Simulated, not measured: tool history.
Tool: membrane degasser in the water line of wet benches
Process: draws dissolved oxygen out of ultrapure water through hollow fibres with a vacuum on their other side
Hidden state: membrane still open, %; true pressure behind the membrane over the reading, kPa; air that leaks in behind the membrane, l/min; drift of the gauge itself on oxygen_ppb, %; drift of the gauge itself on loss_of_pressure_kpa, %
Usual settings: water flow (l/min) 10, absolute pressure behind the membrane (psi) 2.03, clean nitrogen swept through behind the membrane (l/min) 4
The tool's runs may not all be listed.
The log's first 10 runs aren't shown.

run	hour	water flow (l/min)	absolute pressure behind the membrane (psi)	clean nitrogen swept through behind the membrane (l/min)	hours since the membrane was changed	hours since the vacuum gauge was calibrated	hours since the vacuum lines were made tight	dissolved oxygen in the water behind the degasser (ppb)	pressure that the water loses in the fibres (psi)
11	374.9	10	2.35	5.96	1577	1433	2141	298.4	8.026
12	417	10	2.03	9.74	1619	1475	2183	278.2	8.063
13	451.5	10	2.03	2.15	1654	1509	2217	361.1	8.022
14	501.8	10	2.03	4	1704	1560	2268	312.3	8.066
15	543.9	10	2.03	4	1746	1602	2310	313.1	8.038
16	574.3	10	2.03	6.2	1776	1632	2340	292.2	8.051
17	608.3	10	2.03	6.2	1810	1666	2374	295.7	8.023
18	652.7	7	3.7	4	1855	1710	2418	217	5.649
19	683.4	8	3.99	4	1886	1741	2449	280.7	6.463
20	715.5	8	3.99	4	1918	1773	2481	281.4	6.435
21	738.4	11	2.89	4.37	1940	1796	2504	390.1	8.898
# hour 741: vacuum gauge calibrated
22	771.4	11	2.89	4.37	1973	30	2537	391.9	8.833
23	818.7	10	2.68	5.87	2020	78	2584	310	8.095
24	858.5	15	2.02	9.56	2060	117	2624	514.7	12.128
# hour 892.1: vacuum gauge calibrated, once more
25	892.9	7	1.67	4	2094	1	2658	161.3	5.633
26	930.4	7	1.67	4	2132	38	2695	158.2	5.642
27	960.9	7	1.67	8.54	2162	69	2726	139.9	5.59
28	991.6	13	2.63	4	2193	100	2756	509	10.501
29	1027.1	13	2.63	4	2228	135	2792	495.9	10.45
30	1057.7	11	1.23	4	2259	166	2822	325.9	8.812
31	1082	10	2.03	9.27	2283	190	2847	272.3	8.032

5 ways to go on from here, each from the tool as it stands after run 31. What would each give?
A	1108.6	10	2.32	6.95	2310	217	2873	?	?
B	1108.6	12	1.65	2.77	2310	217	2873	?	?
C	1108.6	10	2.03	11.2	2310	217	2873	?	?
D	1108.6	7	2.16	2.73	2310	217	2873	?	?
E	1108.6	11	1.51	4	2310	217	2873	?	?

run	dissolved oxygen in the water behind the degasser (ppb)	pressure that the water loses in the fibres (psi)
A	300.1	8.051
B	421.4	9.626
C	272.8	8.032
D	198.7	5.645
E	343.4	8.863
Without the tool's hidden state the same runs would have given:
run	dissolved oxygen in the water behind the degasser (ppb)	pressure that the water loses in the fibres (psi)
A	294.7	8.01
B	414.9	9.578
C	267.9	7.992
D	193.8	5.617
E	337.7	8.818

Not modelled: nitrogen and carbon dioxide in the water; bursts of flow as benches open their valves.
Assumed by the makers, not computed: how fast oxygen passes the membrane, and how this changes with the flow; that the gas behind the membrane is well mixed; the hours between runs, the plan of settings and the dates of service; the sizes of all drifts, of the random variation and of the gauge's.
